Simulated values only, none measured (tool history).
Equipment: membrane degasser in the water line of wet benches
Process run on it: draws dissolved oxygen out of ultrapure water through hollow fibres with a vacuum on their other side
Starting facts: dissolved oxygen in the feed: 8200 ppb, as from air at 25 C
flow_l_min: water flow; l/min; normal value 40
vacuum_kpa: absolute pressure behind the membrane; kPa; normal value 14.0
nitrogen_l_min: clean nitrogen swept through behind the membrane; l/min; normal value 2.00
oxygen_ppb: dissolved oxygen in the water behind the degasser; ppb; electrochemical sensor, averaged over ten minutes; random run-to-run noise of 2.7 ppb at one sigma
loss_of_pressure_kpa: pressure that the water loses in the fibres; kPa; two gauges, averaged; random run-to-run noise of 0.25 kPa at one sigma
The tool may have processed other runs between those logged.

run    hour  flow_l_min  vacuum_kpa  nitrogen_l_min  oxygen_ppb  loss_of_pressure_kpa
  1     0.0          40        14.0            2.00       462.0                 66.35
       20.1  -- vacuum gauge calibrated
  2    34.0          40        14.0            2.00       460.0                 66.55
  3    89.2          40        14.0            2.00       462.3                 66.97
  4   161.2          40        14.0            1.16       708.6                 66.31
  5   212.9          37        14.0            2.00       428.1                 61.27
  6   255.8          40        14.0            2.00       459.5                 66.78
  7   312.2          40        14.0            2.00       461.6                 66.99
  8   352.2          40         9.2            2.00       264.0                 66.33
  9   418.5          40        14.0            3.40       291.9                 66.83
 10   474.5          39        14.0            2.00       455.6                 64.86
 11   531.2          39        14.0            2.00       444.5                 64.81
 12   589.8          39        14.0            2.00       457.9                 65.23
 13   626.3          39        14.0            2.00       450.6                 64.86
 14   693.8          39        14.0            2.00       448.9                 65.19
 15   735.9          39        14.0            2.00       450.1                 64.89
 16   814.2          26        14.0            2.00       314.9                 43.27
 17   877.5          26        14.0            2.00       315.8                 43.53
 18   922.7          26        14.0            2.00       314.5                 43.58
 19   984.1          26        14.0            2.00       314.2                 43.69
 20  1035.6          55        16.0            2.00       714.8                 92.06
 21  1103.5          54        11.0            2.00       441.8                 91.17
 22  1172.3          54        11.0            2.00       438.9                 90.67
 23  1212.8          54        11.0            2.00       440.9                 90.79
 24  1246.6          42        20.0            1.56       891.4                 70.96
 25  1296.6          53        21.3            2.00       933.1                 88.80
 26  1344.2          36        29.2            3.33       609.7                 60.26
 27  1386.2          57        22.7            5.94       436.8                 95.28
 28  1457.3          42        15.4            0.88      1011.4                 70.84
 29  1507.3          42        15.4            0.88      1010.2                 70.53
 30  1570.2          45        20.6            1.39      1060.3                 75.51
 31  1617.7          59        14.0            1.15       975.3                 99.27
 32  1672.8          55        11.1            0.86       847.5                 92.04
 33  1715.3          40         9.9            2.00       293.3                 67.15

Some steps in loss_of_pressure_kpa between neighbouring runs. How much of each would the tool show without its hidden state too (settings, what came in, random variation), and how much is left for the hidden state, with any gauge scatter that isn't in both results?
Unlogged tool condition in this case: membrane still open, %; true pressure behind the membrane over the reading, kPa; air that leaks in behind the membrane, l/min; drift of the gauge itself on oxygen_ppb, %; drift of the gauge itself on loss_of_pressure_kpa, %.
Run 19 -> 20: flow_l_min 26 -> 55, vacuum_kpa 14.0 -> 16.0. loss_of_pressure_kpa +48.37 kPa: hidden state +0.48, all else +47.89.
Run 25 -> 26: flow_l_min 53 -> 36, vacuum_kpa 21.3 -> 29.2, nitrogen_l_min 2.00 -> 3.33. loss_of_pressure_kpa -28.54 kPa: hidden state -0.31, all else -28.23.
Run 26 -> 27: flow_l_min 36 -> 57, vacuum_kpa 29.2 -> 22.7, nitrogen_l_min 3.33 -> 5.94. loss_of_pressure_kpa +35.02 kPa: hidden state +0.47, all else +34.55.
Run 30 -> 31: flow_l_min 45 -> 59, vacuum_kpa 20.6 -> 14.0, nitrogen_l_min 1.39 -> 1.15. loss_of_pressure_kpa +23.76 kPa: hidden state +0.38, all else +23.38.
